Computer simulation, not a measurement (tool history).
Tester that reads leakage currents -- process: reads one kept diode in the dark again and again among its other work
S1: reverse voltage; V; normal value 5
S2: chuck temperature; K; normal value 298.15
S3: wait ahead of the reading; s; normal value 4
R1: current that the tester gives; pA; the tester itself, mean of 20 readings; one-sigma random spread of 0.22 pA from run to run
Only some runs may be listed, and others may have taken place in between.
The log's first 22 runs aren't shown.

| run | hour | S1 | S2 | S3 | R1 |
|---|---|---|---|---|---|
| 23 | 1482.4 | 1.57 | 295.15 | 0.35 | 31.66 |
| 24 | 1535.4 | 5 | 322.15 | 2.33 | 576.67 |
| 25 | 1609.2 | 5 | 321.15 | 4 | 534.74 |
| 26 | 1674.3 | 5 | 298.15 | 5.29 | 70.83 |
| 27 | 1763.9 | 3.75 | 317.15 | 0.33 | 338.08 |
| 28 | 1817.3 | 3.75 | 317.15 | 0.33 | 336.88 |
| 29 | 1874.2 | 3.75 | 317.15 | 0.33 | 335.84 |
| 30 | 1949 | 3.75 | 317.15 | 0.33 | 337.76 |
| 31 | 1988.9 | 5 | 321.15 | 4 | 534.6 |
| 32 | 2043.3 | 5 | 332.15 | 4 | 1267.29 |

What if the next run were any one of these 5? Each begins from the tool's condition after run 32:
| A | 2117.6 | 5 | 332.15 | 6.13 | ? |
| B | 2117.6 | 17.11 | 332.15 | 0.35 | ? |
| C | 2117.6 | 6.65 | 310.15 | 0.34 | ? |
| D | 2117.6 | 2.51 | 298.15 | 7.99 | ? |
| E | 2117.6 | 5 | 296.15 | 4 | ? |

| run | R1 |
|---|---|
| A | 1266.95 |
| B | 2263.22 |
| C | 243.32 |
| D | 51.07 |
| E | 58.59 |
With no hidden state in the tool, these same runs would have given:
| run | R1 |
|---|---|
| A | 1266.73 |
| B | 2262.78 |
| C | 243.24 |
| D | 51.04 |
| E | 58.55 |
